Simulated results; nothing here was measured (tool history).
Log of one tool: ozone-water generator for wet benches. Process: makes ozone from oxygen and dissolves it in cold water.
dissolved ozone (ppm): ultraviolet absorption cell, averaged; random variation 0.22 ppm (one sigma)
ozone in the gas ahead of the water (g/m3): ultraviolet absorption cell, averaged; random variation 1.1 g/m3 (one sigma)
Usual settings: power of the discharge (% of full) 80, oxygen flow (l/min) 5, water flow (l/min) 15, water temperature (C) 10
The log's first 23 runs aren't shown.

run    hour  power of the discharge (% of full)  oxygen flow (l/min)  water flow (l/min)  water temperature (C)  hours of work since the electrodes were changed  hours of work since the contactor was cleaned  hours of work since the thermometer was calibrated  dissolved ozone (ppm)  ozone in the gas ahead of the water (g/m3)
 24  2175.3                                  55                  7.8                  23                     14                                             2416                                           3129                                                4199                   15.9                                       121.6
     2209.8  -- water thermometer calibrated
 25  2306.2                                  41                 3.43                  16                     15                                             2539                                           3252                                                  91                   19.2                                       178.7
 26  2363.8                                  81                 5.88                  15                     10                                             2593                                           3306                                                 145                   29.7                                       177.8
 27  2484.8                                  65                    5                  23                     10                                             2707                                           3420                                                 259                   18.7                                         178
 28  2563.8                                  65                    5                  21                      5                                             2782                                           3495                                                 334                   21.2                                       179.2
 29  2645.3                                  65                    5                  21                     12                                             2858                                           3572                                                 411                   19.5                                       175.4
 30  2739.4                                  67                 6.45                  10                     14                                             2947                                           3660                                                 499                   31.7                                       154.6
 31  2807.7                                  67                 6.45                  10                     14                                             3011                                           3725                                                 564                   31.4                                         153
 32  2888.7                                  59                    5                  15                     10                                             3088                                           3801                                                 640                   25.2                                         168

Forecast each of these 4 alternatives for the next run:
  A  2990.4                                  53                 3.49                  22                     10                                             3184                                           3897                                                 736                      ?                                           ?
  B  2990.4                                  52                    5                  10                     17                                             3184                                           3897                                                 736                      ?                                           ?
  C  2990.4                                  80                    5                  18                     10                                             3184                                           3897                                                 736                      ?                                           ?
  D  2990.4                                  80                 5.72                  15                     10                                             3184                                           3897                                                 736                      ?                                           ?

run  dissolved ozone (ppm)  ozone in the gas ahead of the water (g/m3)
  A                   17.1                                       199.8
  B                   27.9                                       156.2
  C                   25.4                                       193.5
  D                     29                                       180.1
Without the tool's hidden state the same runs would have given:
run  dissolved ozone (ppm)  ozone in the gas ahead of the water (g/m3)
  A                   18.7                                       207.8
  B                   29.9                                       162.4
  C                     28                                       203.2
  D                   31.8                                       189.1
